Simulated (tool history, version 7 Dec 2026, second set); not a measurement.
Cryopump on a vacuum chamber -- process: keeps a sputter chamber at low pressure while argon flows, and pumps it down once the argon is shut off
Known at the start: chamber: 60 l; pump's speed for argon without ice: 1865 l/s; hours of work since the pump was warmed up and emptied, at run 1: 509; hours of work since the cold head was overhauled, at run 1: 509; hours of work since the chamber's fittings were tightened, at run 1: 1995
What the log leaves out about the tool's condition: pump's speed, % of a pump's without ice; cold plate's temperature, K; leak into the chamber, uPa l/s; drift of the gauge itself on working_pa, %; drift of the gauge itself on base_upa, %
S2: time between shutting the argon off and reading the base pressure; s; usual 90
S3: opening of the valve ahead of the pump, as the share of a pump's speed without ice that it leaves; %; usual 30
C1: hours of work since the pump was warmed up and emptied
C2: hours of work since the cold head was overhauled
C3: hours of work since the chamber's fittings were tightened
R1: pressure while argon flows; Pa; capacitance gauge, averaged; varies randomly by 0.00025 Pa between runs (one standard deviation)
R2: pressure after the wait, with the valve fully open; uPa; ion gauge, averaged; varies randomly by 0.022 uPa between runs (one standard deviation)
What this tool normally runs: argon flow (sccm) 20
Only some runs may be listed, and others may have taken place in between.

{"run": 1, "hour": 0.0, "argon flow (sccm)": 20, "S2": 90, "S3": 30, "C1": 509, "C2": 509, "C3": 1995, "R1": 0.0621, "R2": 1.79}
{"run": 2, "hour": 31.2, "argon flow (sccm)": 20, "S2": 90, "S3": 30, "C1": 526, "C2": 526, "C3": 2012, "R1": 0.0621, "R2": 1.86}
{"run": 3, "hour": 67.9, "argon flow (sccm)": 20, "S2": 90, "S3": 30, "C1": 545, "C2": 545, "C3": 2031, "R1": 0.0626, "R2": 1.86}
{"run": 4, "hour": 90.8, "argon flow (sccm)": 20, "S2": 90, "S3": 30, "C1": 557, "C2": 557, "C3": 2043, "R1": 0.0617, "R2": 1.85}
{"run": 5, "hour": 117.1, "argon flow (sccm)": 9, "S2": 90, "S3": 30, "C1": 570, "C2": 570, "C3": 2056, "R1": 0.0278, "R2": 1.9}
{"run": 6, "hour": 147.2, "argon flow (sccm)": 9, "S2": 90, "S3": 30, "C1": 586, "C2": 586, "C3": 2072, "R1": 0.0279, "R2": 1.84}
{"run": 7, "hour": 170.1, "argon flow (sccm)": 15, "S2": 90, "S3": 30, "C1": 598, "C2": 598, "C3": 2084, "R1": 0.047, "R2": 1.87}
{"run": 8, "hour": 186.3, "argon flow (sccm)": 20, "S2": 90, "S3": 30, "C1": 607, "C2": 607, "C3": 2093, "R1": 0.0623, "R2": 1.87}
{"run": 9, "hour": 217.7, "argon flow (sccm)": 20, "S2": 90, "S3": 30, "C1": 623, "C2": 623, "C3": 2109, "R1": 0.0625, "R2": 1.85}
{"run": 10, "hour": 234.1, "argon flow (sccm)": 20, "S2": 90, "S3": 30, "C1": 632, "C2": 632, "C3": 2118, "R1": 0.062, "R2": 1.89}
{"run": 11, "hour": 268.2, "argon flow (sccm)": 20, "S2": 90, "S3": 30, "C1": 649, "C2": 649, "C3": 2135, "R1": 0.062, "R2": 1.94}
{"run": 12, "hour": 283.4, "argon flow (sccm)": 10, "S2": 90, "S3": 30, "C1": 657, "C2": 657, "C3": 2143, "R1": 0.0314, "R2": 1.97}
{"run": 13, "hour": 302.9, "argon flow (sccm)": 10, "S2": 90, "S3": 30, "C1": 667, "C2": 667, "C3": 2153, "R1": 0.031, "R2": 1.93}
{"run": 14, "hour": 339.2, "argon flow (sccm)": 20, "S2": 90, "S3": 36, "C1": 686, "C2": 686, "C3": 2172, "R1": 0.0526, "R2": 1.97}
{"run": 15, "hour": 361.1, "argon flow (sccm)": 11, "S2": 90, "S3": 30, "C1": 698, "C2": 698, "C3": 2184, "R1": 0.0343, "R2": 1.97}
{"run": 16, "hour": 379.2, "argon flow (sccm)": 9, "S2": 155, "S3": 30, "C1": 707, "C2": 707, "C3": 2193, "R1": 0.0285, "R2": 1.79}
{"run": 17, "hour": 395.9, "argon flow (sccm)": 20, "S2": 55, "S3": 56, "C1": 716, "C2": 716, "C3": 2202, "R1": 0.0351, "R2": 2.29}
{"run": 18, "hour": 428.4, "argon flow (sccm)": 29, "S2": 30, "S3": 17, "C1": 733, "C2": 733, "C3": 2219, "R1": 0.1589, "R2": 2.97}
{"run": 19, "hour": 445.9, "argon flow (sccm)": 29, "S2": 218, "S3": 16, "C1": 742, "C2": 742, "C3": 2228, "R1": 0.1685, "R2": 1.71}
{"run": 20, "hour": 467.5, "argon flow (sccm)": 28, "S2": 218, "S3": 16, "C1": 753, "C2": 753, "C3": 2239, "R1": 0.1619, "R2": 1.72}
{"run": 21, "hour": 502.4, "argon flow (sccm)": 28, "S2": 33, "S3": 16, "C1": 772, "C2": 772, "C3": 2258, "R1": 0.1619, "R2": 2.8}
{"run": 22, "hour": 539.2, "argon flow (sccm)": 28, "S2": 33, "S3": 16, "C1": 791, "C2": 791, "C3": 2277, "R1": 0.1625, "R2": 2.87}
{"run": 23, "hour": 566.9, "argon flow (sccm)": 28, "S2": 33, "S3": 16, "C1": 805, "C2": 805, "C3": 2291, "R1": 0.1627, "R2": 2.85}
{"hour": 587.7, "done": "leaking fittings of the chamber tightened, without venting"}
{"run": 24, "hour": 591.8, "argon flow (sccm)": 20, "S2": 90, "S3": 41, "C1": 817, "C2": 817, "C3": 2, "R1": 0.0465, "R2": 0.67}
{"run": 25, "hour": 623.6, "argon flow (sccm)": 20, "S2": 97, "S3": 45, "C1": 834, "C2": 834, "C3": 19, "R1": 0.0436, "R2": 0.62}
{"run": 26, "hour": 645.4, "argon flow (sccm)": 16, "S2": 45, "S3": 27, "C1": 845, "C2": 845, "C3": 30, "R1": 0.0561, "R2": 1.16}
{"run": 27, "hour": 678.6, "argon flow (sccm)": 11, "S2": 90, "S3": 55, "C1": 862, "C2": 862, "C3": 47, "R1": 0.0201, "R2": 0.72}
{"run": 28, "hour": 715.0, "argon flow (sccm)": 11, "S2": 90, "S3": 55, "C1": 881, "C2": 881, "C3": 66, "R1": 0.0196, "R2": 0.72}
{"run": 29, "hour": 745.7, "argon flow (sccm)": 14, "S2": 96, "S3": 27, "C1": 897, "C2": 897, "C3": 82, "R1": 0.0491, "R2": 0.68}

Branching from run 29: 5 alternative next runs. What would each branch give?
{"run": "A", "hour": 771.9, "argon flow (sccm)": 10, "S2": 90, "S3": 43, "C1": 911, "C2": 911, "C3": 96, "R1": "?", "R2": "?"}
{"run": "B", "hour": 771.9, "argon flow (sccm)": 10, "S2": 226, "S3": 24, "C1": 911, "C2": 911, "C3": 96, "R1": "?", "R2": "?"}
{"run": "C", "hour": 771.9, "argon flow (sccm)": 20, "S2": 90, "S3": 52, "C1": 911, "C2": 911, "C3": 96, "R1": "?", "R2": "?"}
{"run": "D", "hour": 771.9, "argon flow (sccm)": 20, "S2": 265, "S3": 30, "C1": 911, "C2": 911, "C3": 96, "R1": "?", "R2": "?"}
{"run": "E", "hour": 771.9, "argon flow (sccm)": 11, "S2": 80, "S3": 27, "C1": 911, "C2": 911, "C3": 96, "R1": "?", "R2": "?"}

run=A R1=0.0227 R2=0.71
run=B R1=0.0393 R2=0.41
run=C R1=0.0382 R2=0.73
run=D R1=0.0639 R2=0.41
run=E R1=0.0386 R2=0.76
With the hidden condition removed and each run's random variation left untouched, the same runs would have given:
run=A R1=0.0211 R2=0.61
run=B R1=0.0377 R2=0.31
run=C R1=0.0350 R2=0.63
run=D R1=0.0607 R2=0.31
run=E R1=0.0368 R2=0.66
